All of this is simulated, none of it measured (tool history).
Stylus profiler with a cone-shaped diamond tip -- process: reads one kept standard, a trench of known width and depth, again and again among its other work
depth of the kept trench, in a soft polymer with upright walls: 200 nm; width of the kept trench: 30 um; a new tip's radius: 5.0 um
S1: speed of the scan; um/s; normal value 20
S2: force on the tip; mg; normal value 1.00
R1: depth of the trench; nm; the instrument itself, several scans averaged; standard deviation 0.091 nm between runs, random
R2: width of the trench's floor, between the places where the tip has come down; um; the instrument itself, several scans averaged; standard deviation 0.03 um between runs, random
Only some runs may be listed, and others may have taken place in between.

Run 1, hour 0.0: usual settings. Result: R1 200.63 nm, R2 25.28 um.
Run 2, hour 9.5: usual settings. Result: R1 200.56 nm, R2 25.36 um.
Run 3, hour 24.3: usual settings. Result: R1 200.55 nm, R2 25.31 um.
Run 4, hour 40.1: usual settings. Result: R1 200.56 nm, R2 25.29 um.
Run 5, hour 60.4: usual settings. Result: R1 200.53 nm, R2 25.30 um.
Run 6, hour 79.2: usual settings. Result: R1 200.50 nm, R2 25.22 um.
Run 7, hour 89.1: usual settings. Result: R1 200.53 nm, R2 25.26 um.
Run 8, hour 110.1: usual settings. Result: R1 200.49 nm, R2 25.19 um.
Run 9, hour 130.4: usual settings but S2 0.53 mg. Result: R1 200.10 nm, R2 25.18 um.
Run 10, hour 145.2: usual settings but S1 6 um/s. Result: R1 200.53 nm, R2 25.32 um.
Run 11, hour 157.3: usual settings but S1 6 um/s. Result: R1 200.49 nm, R2 25.28 um.
Run 12, hour 168.6: usual settings but S1 6 um/s. Result: R1 200.66 nm, R2 25.25 um.
Run 13, hour 178.7: usual settings but S1 6 um/s. Result: R1 200.40 nm, R2 25.26 um.
Run 14, hour 192.2: usual settings but S1 6 um/s. Result: R1 200.47 nm, R2 25.33 um.
Run 15, hour 214.0: usual settings but S1 6 um/s. Result: R1 200.56 nm, R2 25.31 um.
Run 16, hour 228.2: usual settings but S1 6 um/s. Result: R1 200.47 nm, R2 25.25 um.
Run 17, hour 243.4: usual settings. Result: R1 200.49 nm, R2 25.15 um.
Run 18, hour 262.0: usual settings but S2 0.39 mg. Result: R1 199.57 nm, R2 25.09 um.
Run 19, hour 275.9: usual settings but S2 0.39 mg. Result: R1 199.63 nm, R2 25.13 um.
Run 20, hour 291.2: usual settings. Result: R1 200.42 nm, R2 25.09 um.
Run 21, hour 300.2: usual settings but S1 38 um/s. Result: R1 200.43 nm, R2 25.06 um.
Run 22, hour 314.5: usual settings but S1 38 um/s. Result: R1 200.39 nm, R2 25.03 um.
Run 23, hour 328.6: usual settings but S2 0.77 mg. Result: R1 200.36 nm, R2 25.12 um.
Run 24, hour 345.2: usual settings but S2 0.61 mg. Result: R1 199.90 nm, R2 25.05 um.
At hour 356.7: new tip fitted, height scale calibrated.
Run 25, hour 357.3: usual settings but S2 1.31 mg. Result: R1 201.98 nm, R2 27.15 um.
Run 26, hour 372.1: usual settings but S1 44 um/s, S2 0.79 mg. Result: R1 201.34 nm, R2 26.96 um.
Run 27, hour 393.5: usual settings but S1 44 um/s, S2 0.79 mg. Result: R1 201.34 nm, R2 26.97 um.
Run 28, hour 406.9: usual settings but S1 69 um/s, S2 1.67 mg. Result: R1 202.40 nm, R2 26.94 um.
Run 29, hour 428.3: usual settings but S1 13 um/s, S2 0.68 mg. Result: R1 201.28 nm, R2 27.01 um.
Run 30, hour 448.4: usual settings but S1 72 um/s, S2 0.78 mg. Result: R1 201.39 nm, R2 26.74 um.
Run 31, hour 467.0: usual settings but S1 72 um/s, S2 0.78 mg. Result: R1 201.56 nm, R2 26.69 um.
Run 32, hour 485.4: usual settings but S1 75 um/s, S2 0.92 mg. Result: R1 201.53 nm, R2 26.77 um.
Run 33, hour 500.4: usual settings but S1 8 um/s, S2 1.43 mg. Result: R1 202.03 nm, R2 27.06 um.
Run 34, hour 519.6: usual settings but S1 8 um/s, S2 1.43 mg. Result: R1 202.08 nm, R2 27.04 um.
Run 35, hour 530.0: usual settings but S1 10 um/s, S2 2.21 mg. Result: R1 202.74 nm, R2 27.02 um.
Run 36, hour 541.7: usual settings but S1 10 um/s, S2 2.21 mg. Result: R1 202.82 nm, R2 27.07 um.
Run 37, hour 558.3: usual settings but S1 13 um/s, S2 2.30 mg. Result: R1 203.04 nm, R2 26.98 um.
Run 38, hour 567.8: usual settings but S1 71 um/s, S2 0.75 mg. Result: R1 201.38 nm, R2 26.65 um.
Run 39, hour 586.8: usual settings but S1 71 um/s, S2 0.75 mg. Result: R1 201.23 nm, R2 26.63 um.
Run 40, hour 597.6: usual settings but S1 14 um/s, S2 1.92 mg. Result: R1 202.54 nm, R2 27.00 um.
Run 41, hour 615.7: usual settings but S1 7 um/s, S2 1.36 mg. Result: R1 202.05 nm, R2 26.94 um.
Run 42, hour 628.6: usual settings but S1 10 um/s, S2 0.56 mg. Result: R1 201.03 nm, R2 26.88 um.
Run 43, hour 648.3: usual settings but S1 14 um/s, S2 1.15 mg. Result: R1 201.63 nm, R2 26.89 um.
Run 44, hour 659.0: usual settings but S1 14 um/s, S2 1.15 mg. Result: R1 201.85 nm, R2 26.95 um.
Run 45, hour 679.7: usual settings but S1 28 um/s, S2 2.40 mg. Result: R1 202.94 nm, R2 26.82 um.

Selected run-to-run steps in R1, each split into two signed amounts: the part the tool would show with no hidden state at all (from settings, incoming material and random variation), and the remainder, which goes to the hidden state together with any gauge scatter not common to the measured and the hidden-state-free results:
Unlogged tool condition in this case: radius of the tip, um; height scale over the true one, %; drift of the gauge itself on depth_nm, %; drift of the gauge itself on floor_um, %.
Run 4 -> 5: nothing adjusted, nothing logged. R1 -0.03 nm: hidden state -0.02, all else -0.01.
Run 24 -> 25: S2 0.61 -> 1.31, new tip fitted, height scale calibrated. R1 +2.08 nm: hidden state +1.26, all else +0.82.
Run 37 -> 38: S1 13 -> 71, S2 2.30 -> 0.75. R1 -1.66 nm: hidden state +0.00, all else -1.66.
Run 39 -> 40: S1 71 -> 14, S2 0.75 -> 1.92. R1 +1.31 nm: hidden state +0.00, all else +1.31.
Run 40 -> 41: S1 14 -> 7, S2 1.92 -> 1.36. R1 -0.49 nm: hidden state -0.02, all else -0.47.
